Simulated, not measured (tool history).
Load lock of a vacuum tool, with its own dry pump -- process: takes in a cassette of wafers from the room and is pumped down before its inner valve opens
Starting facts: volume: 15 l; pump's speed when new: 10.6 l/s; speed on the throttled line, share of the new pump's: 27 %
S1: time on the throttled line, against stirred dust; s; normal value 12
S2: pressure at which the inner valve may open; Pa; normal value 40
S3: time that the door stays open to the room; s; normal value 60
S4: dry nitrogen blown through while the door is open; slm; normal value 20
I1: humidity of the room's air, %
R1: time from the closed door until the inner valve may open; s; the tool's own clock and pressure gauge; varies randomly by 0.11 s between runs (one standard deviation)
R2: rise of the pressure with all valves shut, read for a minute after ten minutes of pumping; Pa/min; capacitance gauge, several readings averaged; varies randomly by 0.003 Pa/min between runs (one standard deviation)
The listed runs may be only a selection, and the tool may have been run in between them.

run    hour  S1  S2   S3  S4    I1    R1     R2
  1     0.0  12  40   60  20  44.0  20.5  0.152
  2   147.6  12  40   60  20  44.5  20.7  0.155
  3   276.3  12  40   60  20  43.9  20.6  0.165
  4   475.7  12  40   60  20  45.2  20.6  0.163
  5   692.0  12  40   60  20  45.0  20.5  0.169
  6   935.2  12  40   60  20  44.3  20.5  0.165
  7  1224.8  12  40   60  20  45.2  20.6  0.170
  8  1522.7   7  40   60  20  48.1  16.9  0.175
  9  1787.2   7  40   60  20  45.8  16.9  0.179
 10  2066.1  12  40   60  20  45.3  20.7  0.177
 11  2242.9  12  40   60  20  45.0  20.6  0.177
 12  2524.9  12  40   60  20  45.7  20.6  0.186
 13  2729.1  12  40   60  20  47.0  20.7  0.196
 14  3013.7  12  40   60  20  46.8  20.5  0.195
 15  3197.7  12  40   60  34  44.1  20.5  0.188
 16  3383.0  12  41   66  34  46.7  20.5  0.199
 17  3519.1  14  41   68  16  43.0  22.0  0.204
 18  3655.6  22  40  140  20  42.4  27.7  0.204
 19  3841.0  16  40  181  45  47.3  23.5  0.197
 20  4115.5  16  40  181  45  44.6  23.6  0.209
 21  4331.6  12  35   60  36  45.3  20.8  0.205
 22  4622.7  12  35   60  36  46.9  21.0  0.213
 23  4911.5  12  29   60   8  46.0  21.0  0.240
 24  5096.7  12  55   60   8  46.7  20.2  0.249
 25  5290.1  18  40   63   6  46.0  25.0  0.257
 26  5552.5   9  40   60  13  48.1  18.7  0.245
 27  5818.3  19  38   89   6  47.2  25.6  0.271

4 options for the next run, each taken on its own from the tool as it stands now. Forecast them:
  A  6101.6  10  40   27   8  42.8   ?   ?
  B  6101.6  12  40  104  20  46.3   ?   ?
  C  6101.6  12  38   60  28  43.8   ?   ?
  D  6101.6   9  38  110   6  48.2   ?   ?

run    R1     R2
  A  19.4  0.250
  B  21.2  0.243
  C  20.9  0.235
  D  18.9  0.282
Without the tool's hidden state the same runs would have given:
run    R1     R2
  A  18.3  0.038
  B  20.2  0.034
  C  19.9  0.027
  D  17.8  0.072
